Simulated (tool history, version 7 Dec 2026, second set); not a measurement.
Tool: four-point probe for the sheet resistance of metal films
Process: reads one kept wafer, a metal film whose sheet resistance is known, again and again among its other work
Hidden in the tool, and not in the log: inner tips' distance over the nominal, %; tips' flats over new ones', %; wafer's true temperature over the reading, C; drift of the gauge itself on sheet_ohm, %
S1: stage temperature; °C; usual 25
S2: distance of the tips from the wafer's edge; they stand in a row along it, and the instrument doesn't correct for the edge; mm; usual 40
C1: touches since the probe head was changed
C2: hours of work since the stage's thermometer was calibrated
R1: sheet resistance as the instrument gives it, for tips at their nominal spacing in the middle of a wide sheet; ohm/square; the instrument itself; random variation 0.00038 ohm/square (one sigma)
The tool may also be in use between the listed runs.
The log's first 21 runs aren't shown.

run,hour,S1,S2,C1,C2,R1
22,278.7,25,8,7083,288,1.930819
# hour 280.0: stage's thermometer calibrated
23,290.5,21,9,7267,5,1.926475
24,307.1,32,60,7539,13,1.931838
25,321.8,33,20,7779,20,1.932875
26,329.9,25,42,7911,24,1.926702
27,342.3,20,16,8114,30,1.924723
# hour 345.2: stage's thermometer calibrated, once more
28,355.1,20,16,8314,5,1.924487
29,369.4,20,13,8547,12,1.925051
30,384.5,29,30,8793,19,1.929991
31,399.8,19,40,9043,26,1.923133
32,409.0,25,40,9193,31,1.927532
33,425.3,21,40,9460,38,1.924543
34,438.6,23,21,9676,45,1.926994
35,448.0,21,12,9829,49,1.925981
36,463.9,33,38,10089,57,1.932968
37,481.7,33,38,10380,65,1.932654
38,495.2,18,63,10600,72,1.922316
39,505.0,32,5,10760,77,1.942195
40,516.4,18,5,10945,82,1.932833
41,531.9,18,6,11198,89,1.929289
42,540.2,18,6,11333,93,1.929727

3 ways to go on from here, each from the tool as it stands after run 42. What would each give?
A,554.7,34,7,11571,100,?
B,554.7,28,4,11571,100,?
C,554.7,21,5,11571,100,?

run,R1
A,1.938879
B,1.945462
C,1.935521
Without the tool's hidden state the same runs would have given:
run,R1
A,1.931751
B,1.938315
C,1.928411
